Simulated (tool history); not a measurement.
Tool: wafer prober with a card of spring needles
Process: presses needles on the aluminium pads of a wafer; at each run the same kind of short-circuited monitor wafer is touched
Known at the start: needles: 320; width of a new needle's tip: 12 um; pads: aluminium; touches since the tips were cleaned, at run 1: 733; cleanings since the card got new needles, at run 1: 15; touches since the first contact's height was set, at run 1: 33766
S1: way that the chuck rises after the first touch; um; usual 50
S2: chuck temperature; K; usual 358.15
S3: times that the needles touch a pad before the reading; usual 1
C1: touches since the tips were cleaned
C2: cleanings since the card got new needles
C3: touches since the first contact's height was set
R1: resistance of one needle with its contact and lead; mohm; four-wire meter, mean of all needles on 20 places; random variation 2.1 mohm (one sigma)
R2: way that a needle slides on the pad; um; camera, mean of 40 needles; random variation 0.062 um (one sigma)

| run | day | S1 | S2 | S3 | C1 | C2 | C3 | R1 | R2 |
|---|---|---|---|---|---|---|---|---|---|
| 1 | 0.000 | 50 | 358.15 | 1 | 733 | 15 | 33766 | 268 | 8.65 |
|  | 0.121 | tips cleaned on abrasive film |
|  | 0.308 | tips cleaned on abrasive film |
| 2 | 0.350 | 50 | 358.15 | 2 | 457 | 17 | 37697 | 249 | 8.62 |
|  | 0.483 | tips cleaned on abrasive film |
| 3 | 0.533 | 50 | 358.15 | 1 | 586 | 18 | 39808 | 254 | 8.52 |
|  | 0.658 | tips cleaned on abrasive film |
|  | 0.833 | tips cleaned on abrasive film |
| 4 | 0.862 | 50 | 358.15 | 1 | 331 | 20 | 43488 | 255 | 8.55 |
|  | 1.029 | tips cleaned on abrasive film |
|  | 1.217 | tips cleaned on abrasive film |
| 5 | 1.217 | 50 | 358.15 | 1 | 0 | 22 | 47480 | 241 | 8.62 |
|  | 1.400 | tips cleaned on abrasive film |
| 6 | 1.517 | 50 | 358.15 | 1 | 1342 | 23 | 50895 | 288 | 8.53 |
|  | 1.575 | tips cleaned on abrasive film |
|  | 1.750 | tips cleaned on abrasive film |
| 7 | 1.833 | 50 | 358.15 | 1 | 977 | 25 | 54486 | 271 | 8.52 |
|  | 1.942 | tips cleaned on abrasive film |
|  | 2.121 | tips cleaned on abrasive film |
| 8 | 2.183 | 50 | 358.15 | 1 | 704 | 27 | 58436 | 267 | 8.51 |
|  | 2.312 | tips cleaned on abrasive film |
|  | 2.488 | tips cleaned on abrasive film |
| 9 | 2.512 | 50 | 358.15 | 2 | 288 | 29 | 62151 | 248 | 8.44 |
|  | 2.700 | tips cleaned on abrasive film |
| 10 | 2.725 | 50 | 358.15 | 2 | 281 | 30 | 64531 | 247 | 8.67 |
|  | 2.888 | tips cleaned on abrasive film |
| 11 | 2.950 | 50 | 300.15 | 1 | 689 | 31 | 67086 | 250 | 8.46 |
|  | 3.096 | tips cleaned on abrasive film |
| 12 | 3.154 | 31 | 380.15 | 2 | 676 | 32 | 69401 | 286 | 5.20 |
|  | 3.288 | tips cleaned on abrasive film |
| 13 | 3.383 | 36 | 380.15 | 2 | 1120 | 33 | 72037 | 291 | 6.07 |
|  | 3.471 | tips cleaned on abrasive film |
|  | 3.654 | tips cleaned on abrasive film |
| 14 | 3.754 | 45 | 377.15 | 2 | 1151 | 35 | 76228 | 276 | 7.60 |
|  | 3.846 | tips cleaned on abrasive film |
|  | 4.021 | tips cleaned on abrasive film |
| 15 | 4.067 | 45 | 377.15 | 2 | 551 | 37 | 79754 | 261 | 7.61 |
|  | 4.225 | tips cleaned on abrasive film |
|  | 4.404 | tips cleaned on abrasive film |
| 16 | 4.404 | 47 | 308.15 | 1 | 33 | 39 | 83552 | 232 | 7.99 |
|  | 4.583 | tips cleaned on abrasive film |
| 17 | 4.729 | 47 | 300.15 | 2 | 1658 | 40 | 87239 | 270 | 7.89 |
|  | 4.767 | tips cleaned on abrasive film |
|  | 4.975 | tips cleaned on abrasive film |
|  | 5.154 | tips cleaned on abrasive film |
| 18 | 5.175 | 56 | 358.15 | 1 | 246 | 43 | 92283 | 244 | 9.48 |
|  | 5.354 | tips cleaned on abrasive film |
| 19 | 5.454 | 56 | 317.15 | 3 | 1186 | 44 | 95457 | 237 | 9.41 |
|  | 5.533 | tips cleaned on abrasive film |
|  | 5.708 | tips cleaned on abrasive film |
| 20 | 5.842 | 56 | 317.15 | 3 | 1519 | 46 | 99803 | 240 | 9.40 |

Measured less the same run without the tool's hidden state. The same run-to-run variation is in both; the gauge's scatter may not be:
The hidden state here: debris on the tips, nm; way that the needles fall short of the set height, um; tips' diameter, um; drift of the gauge itself on contact_mohm, %; drift of the gauge itself on scrub_um, %.
| run | R1 | R2 |
|---|---|---|
| 1 | +30 | -0.11 |
| 2 | +14 | -0.13 |
| 3 | +21 | -0.14 |
| 4 | +17 | -0.16 |
| 5 | +8 | -0.17 |
| 6 | +52 | -0.17 |
| 7 | +39 | -0.19 |
| 8 | +30 | -0.20 |
| 9 | +12 | -0.21 |
| 10 | +12 | -0.22 |
| 11 | +32 | -0.23 |
| 12 | +38 | -0.23 |
| 13 | +50 | -0.24 |
| 14 | +32 | -0.26 |
| 15 | +20 | -0.27 |
| 16 | +9 | -0.29 |
| 17 | +43 | -0.30 |
| 18 | +12 | -0.32 |
| 19 | +15 | -0.33 |
| 20 | +17 | -0.34 |
